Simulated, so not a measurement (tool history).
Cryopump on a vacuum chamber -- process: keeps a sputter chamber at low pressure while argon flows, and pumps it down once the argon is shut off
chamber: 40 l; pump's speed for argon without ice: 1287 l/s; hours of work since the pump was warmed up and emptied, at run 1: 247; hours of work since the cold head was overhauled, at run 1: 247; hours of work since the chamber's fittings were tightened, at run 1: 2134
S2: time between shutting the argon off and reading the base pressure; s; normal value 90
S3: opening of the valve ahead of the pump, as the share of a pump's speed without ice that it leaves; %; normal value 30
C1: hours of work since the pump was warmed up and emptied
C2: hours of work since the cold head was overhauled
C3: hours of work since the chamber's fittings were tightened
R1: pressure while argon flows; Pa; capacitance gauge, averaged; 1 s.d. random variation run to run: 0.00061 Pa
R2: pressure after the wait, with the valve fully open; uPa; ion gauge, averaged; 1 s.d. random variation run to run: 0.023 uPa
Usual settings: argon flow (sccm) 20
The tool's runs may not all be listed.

{"run": 1, "day": 0.0, "argon flow (sccm)": 20, "S2": 90, "S3": 30, "C1": 247, "C2": 247, "C3": 2134, "R1": 0.0896, "R2": 1.92}
{"run": 2, "day": 0.617, "argon flow (sccm)": 20, "S2": 90, "S3": 30, "C1": 258, "C2": 258, "C3": 2145, "R1": 0.0903, "R2": 1.96}
{"run": 3, "day": 1.025, "argon flow (sccm)": 20, "S2": 90, "S3": 30, "C1": 265, "C2": 265, "C3": 2152, "R1": 0.0899, "R2": 1.94}
{"run": 4, "day": 1.471, "argon flow (sccm)": 20, "S2": 90, "S3": 38, "C1": 273, "C2": 273, "C3": 2160, "R1": 0.0716, "R2": 1.94}
{"run": 5, "day": 1.875, "argon flow (sccm)": 20, "S2": 90, "S3": 28, "C1": 281, "C2": 281, "C3": 2167, "R1": 0.0971, "R2": 1.97}
{"run": 6, "day": 2.55, "argon flow (sccm)": 20, "S2": 90, "S3": 28, "C1": 292, "C2": 292, "C3": 2179, "R1": 0.0971, "R2": 1.95}
{"run": 7, "day": 3.233, "argon flow (sccm)": 20, "S2": 90, "S3": 28, "C1": 305, "C2": 305, "C3": 2191, "R1": 0.096, "R2": 1.91}
{"run": 8, "day": 3.7, "argon flow (sccm)": 20, "S2": 90, "S3": 28, "C1": 313, "C2": 313, "C3": 2200, "R1": 0.0958, "R2": 2.01}
{"run": 9, "day": 4.254, "argon flow (sccm)": 39, "S2": 297, "S3": 42, "C1": 323, "C2": 323, "C3": 2210, "R1": 0.1285, "R2": 1.57}
{"run": 10, "day": 4.762, "argon flow (sccm)": 9, "S2": 153, "S3": 17, "C1": 332, "C2": 332, "C3": 2219, "R1": 0.0712, "R2": 1.77}
{"run": 11, "day": 5.579, "argon flow (sccm)": 21, "S2": 31, "S3": 45, "C1": 346, "C2": 346, "C3": 2233, "R1": 0.0652, "R2": 3.05}
{"run": 12, "day": 6.121, "argon flow (sccm)": 38, "S2": 262, "S3": 15, "C1": 356, "C2": 356, "C3": 2243, "R1": 0.338, "R2": 1.66}
{"run": 13, "day": 7.008, "argon flow (sccm)": 38, "S2": 262, "S3": 15, "C1": 372, "C2": 372, "C3": 2258, "R1": 0.3393, "R2": 1.7}
{"run": 14, "day": 7.675, "argon flow (sccm)": 19, "S2": 90, "S3": 30, "C1": 383, "C2": 383, "C3": 2270, "R1": 0.0876, "R2": 2.04}
{"run": 15, "day": 8.35, "argon flow (sccm)": 9, "S2": 28, "S3": 30, "C1": 395, "C2": 395, "C3": 2282, "R1": 0.0408, "R2": 3.11}
{"run": 16, "day": 8.838, "argon flow (sccm)": 18, "S2": 175, "S3": 30, "C1": 404, "C2": 404, "C3": 2291, "R1": 0.083, "R2": 1.78}

Pick out some run-to-run changes in R1. Of each, how much would a tool without hidden state show as well, from the settings, what came in and chance, and how much is left for the hidden state and any gauge scatter not in both results compared?
Hidden state present: pump's speed, % of a pump's without ice; cold plate's temperature, K; leak into the chamber, uPa l/s; drift of the gauge itself on working_pa, %; drift of the gauge itself on base_upa, %.
Run 9 -> 10: argon flow (sccm) 39 -> 9, S2 297 -> 153, S3 42 -> 17. R1 -0.0573 Pa: hidden state -0.0042, all else -0.0531.
Run 11 -> 12: argon flow (sccm) 21 -> 38, S2 31 -> 262, S3 45 -> 15. R1 +0.2728 Pa: hidden state +0.0029, all else +0.2699.
